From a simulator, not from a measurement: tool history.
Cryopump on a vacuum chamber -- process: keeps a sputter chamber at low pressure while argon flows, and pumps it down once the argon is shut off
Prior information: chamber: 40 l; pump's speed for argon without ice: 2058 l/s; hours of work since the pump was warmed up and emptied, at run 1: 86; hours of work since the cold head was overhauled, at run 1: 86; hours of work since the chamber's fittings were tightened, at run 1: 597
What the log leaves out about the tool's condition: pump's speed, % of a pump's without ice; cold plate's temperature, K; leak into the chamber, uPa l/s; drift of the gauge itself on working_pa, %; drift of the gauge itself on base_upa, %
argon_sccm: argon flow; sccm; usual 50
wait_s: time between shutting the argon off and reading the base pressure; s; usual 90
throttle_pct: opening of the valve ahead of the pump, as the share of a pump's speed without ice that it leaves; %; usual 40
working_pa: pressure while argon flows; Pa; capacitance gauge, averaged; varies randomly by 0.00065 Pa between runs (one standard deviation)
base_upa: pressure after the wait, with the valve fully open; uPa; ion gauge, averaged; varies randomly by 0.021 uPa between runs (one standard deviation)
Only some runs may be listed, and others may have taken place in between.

run    hour  argon_sccm  wait_s  throttle_pct  hours of work since the pump was warmed up and emptied  hours of work since the cold head was overhauled  hours of work since the chamber's fittings were tightened  working_pa  base_upa
  1     0.0          50      90            40                                                      86                                                86                                                        597      0.1051      0.57
  2    37.6          50      90            40                                                     106                                               106                                                        617      0.1053      0.55
  3    62.8          50      90            40                                                     120                                               120                                                        631      0.1058      0.58
  4    90.8          50      90            40                                                     135                                               135                                                        646      0.1066      0.57
  5   131.4          50      90            40                                                     157                                               157                                                        668      0.1065      0.61
  6   157.9          50      90            40                                                     171                                               171                                                        682      0.1065      0.60
  7   201.0          50      90            40                                                     194                                               194                                                        705      0.1080      0.59
  8   226.5          50      90            40                                                     208                                               208                                                        719      0.1068      0.58
  9   272.5          50      90            40                                                     233                                               233                                                        744      0.1085      0.60
 10   309.2          50      90            40                                                     253                                               253                                                        764      0.1096      0.62
 11   353.5          28      90            40                                                     277                                               277                                                        788      0.0615      0.65
 12   391.6          28      90            40                                                     297                                               297                                                        808      0.0623      0.70
 13   417.9          50      90            40                                                     311                                               311                                                        823      0.1103      0.68
 14   455.8          50      90            40                                                     332                                               332                                                        843      0.1119      0.70
 15   505.8          50      90            40                                                     359                                               359                                                        870      0.1104      0.70
 16   533.1          50      90            40                                                     373                                               373                                                        885      0.1128      0.74
 17   571.6          50      90            40                                                     394                                               394                                                        905      0.1130      0.70
 18   620.6          50      90            40                                                     421                                               421                                                        932      0.1140      0.73
 19   652.3          50      90            28                                                     438                                               438                                                        949      0.1579      0.74
 20   693.5          50      90            40                                                     460                                               460                                                        971      0.1160      0.74
 21   729.4          38      90            19                                                     479                                               479                                                        991      0.1747      0.73
 22   763.9          38      90            19                                                     498                                               498                                                       1009      0.1751      0.76
 23   802.7          50     249            40                                                     519                                               519                                                       1030      0.1167      0.65
 24   843.6          50     249            40                                                     541                                               541                                                       1052      0.1176      0.67
 25   883.7          34      20            35                                                     563                                               563                                                       1074      0.0911      1.67
 26   930.9          93      90            23                                                     588                                               588                                                       1099      0.3639      0.83
 27   956.2          60      90            36                                                     602                                               602                                                       1113      0.1583      0.86
 28  1000.8          25      62            28                                                     626                                               626                                                       1137      0.0832      1.01
 29  1048.6          36     276            53                                                     652                                               652                                                       1163      0.0694      0.77
 30  1075.9          42      66            40                                                     666                                               666                                                       1178      0.1039      1.04
 31  1110.0          42      66            40                                                     685                                               685                                                       1196      0.1049      1.02
     1135.8  -- pump warmed up, emptied and cooled again
 32  1142.4          37      23            34                                                       4                                               700                                                       1211      0.0908      1.40
 33  1170.9          29     199            25                                                      19                                               715                                                       1226      0.0957      0.57
 34  1216.3          50     246            37                                                      43                                               740                                                       1251      0.1127      0.60

Each row is a separate what-if for the run after 34, all from the same tool condition, not one after another. Results?
  A  1244.6          50     234            37                                                      59                                               755                                                       1266           ?         ?
  B  1244.6          33      24            37                                                      59                                               755                                                       1266           ?         ?
  C  1244.6          50     118            40                                                      59                                               755                                                       1266           ?         ?
  D  1244.6          64      43            52                                                      59                                               755                                                       1266           ?         ?

run  working_pa  base_upa
  A      0.1130      0.59
  B      0.0741      1.39
  C      0.1057      0.71
  D      0.1042      1.01
Without the tool's hidden state the same runs would have given:
run  working_pa  base_upa
  A      0.1106      0.22
  B      0.0725      1.00
  C      0.1032      0.32
  D      0.1011      0.63

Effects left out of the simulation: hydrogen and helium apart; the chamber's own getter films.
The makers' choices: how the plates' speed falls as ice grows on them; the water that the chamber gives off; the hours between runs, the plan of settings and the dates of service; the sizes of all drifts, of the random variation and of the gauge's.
